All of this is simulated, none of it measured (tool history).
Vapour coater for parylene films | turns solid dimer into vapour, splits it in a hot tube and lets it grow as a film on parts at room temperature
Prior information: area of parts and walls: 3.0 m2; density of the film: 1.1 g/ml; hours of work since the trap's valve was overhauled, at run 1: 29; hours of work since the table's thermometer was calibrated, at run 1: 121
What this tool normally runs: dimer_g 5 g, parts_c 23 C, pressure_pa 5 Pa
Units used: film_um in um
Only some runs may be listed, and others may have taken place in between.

run     day  dimer_g  parts_c  pressure_pa  hours of work since the trap's valve was overhauled  hours of work since the table's thermometer was calibrated  film_um
  1       0        5       23            5                                                   29                                                         121     0.73
  2   0.879        5       23            5                                                   42                                                         135    0.729
  3   1.592        5       16            5                                                   53                                                         145    0.901
  4   2.812        5       16            5                                                   71                                                         164    0.896
  5   3.308        5       16            5                                                   79                                                         171    0.898
  6   4.262        5       16            5                                                   93                                                         186    0.893
  7   5.321        6       16            5                                                  109                                                         202    1.069
  8   6.054        5       23            5                                                  120                                                         213    0.724
  9   7.092        5       23            5                                                  136                                                         229    0.721
 10   8.088        5       23            5                                                  151                                                         244    0.721
 11   8.862        5       23            5                                                  163                                                         256    0.716
 12   9.521        5       23            5                                                  173                                                         265     0.72
 13  10.312        5       23            5                                                  185                                                         277    0.716
 14  11.392        4       23            5                                                  201                                                         294    0.569
 15  12.292        5       28            5                                                  215                                                         307    0.607
 16  13.042        3       23            5                                                  226                                                         319    0.428
 17  13.921        5       16            5                                                  239                                                         332    0.876
 18  15.033        5       16            5                                                  256                                                         349    0.875
 19  16.183        5       16            5                                                  274                                                         366     0.87
     16.717  -- trap's valve overhauled
 20  17.575        5       16            5                                                   13                                                         385    0.905
 21  18.179        5       16            5                                                   22                                                         394    0.908
 22  19.242        5       16            5                                                   38                                                         410    0.903
 23  20.096        5       16            5                                                   51                                                         423    0.898
 24  20.842        5       16            5                                                   62                                                         434      0.9
 25  21.446        5       16            5                                                   72                                                         443    0.898
 26  22.233        6       23         5.43                                                   83                                                         455    0.865
 27  22.792        4       23         3.23                                                   92                                                         464    0.617
 28  23.908        4       23         3.23                                                  109                                                         481    0.614
 29    24.8        4       23         3.23                                                  122                                                         494    0.617
 30    25.4        3       17         2.68                                                  131                                                         503    0.564
 31  26.233        3       30         8.34                                                  144                                                         516    0.331
 32  27.383        2       25         8.06                                                  161                                                         533    0.257
 33  28.588        2       20         8.06                                                  180                                                         552    0.294
 34  29.183        5       21         7.07                                                  189                                                         561    0.731
 35  30.017        4       33            9                                                  201                                                         573    0.392
 36   30.85        8       34         8.87                                                  214                                                         586    0.765
 37  31.433        5       23         2.85                                                  223                                                         595    0.768
 38  32.612        4       34            5                                                  241                                                         612    0.416
 39  33.562        4       34            5                                                  255                                                         627    0.409
 40  34.742        5       34            5                                                  273                                                         645    0.511
     35.392  -- trap's valve overhauled
 41  35.754        5       34            5                                                    5                                                         657    0.529
 42  36.896        3       20            5                                                   23                                                         675    0.484
 43  37.779        3       32        11.42                                                   36                                                         688    0.304
 44  38.317        3       32        11.42                                                   44                                                         696    0.303
 45  39.346        8       23         3.65                                                   60                                                         712    1.223
 46  40.179        3       25         9.22                                                   72                                                         725     0.38

Here are 5 independent what-if runs from the current tool condition. What would each one return?
  A  41.188        6       18         9.22                                                   88                                                         740        ?
  B  41.188        4       28         3.03                                                   88                                                         740        ?
  C  41.188        5       23         4.74                                                   88                                                         740        ?
  D  41.188        5       22         9.06                                                   88                                                         740        ?
  E  41.188        5       27            5                                                   88                                                         740        ?

run  film_um
  A    0.943
  B    0.536
  C    0.728
  D      0.7
  E    0.649
Without the tool's hidden state the same runs would have given:
run  film_um
  A    0.947
  B    0.538
  C    0.731
  D    0.702
  E    0.652
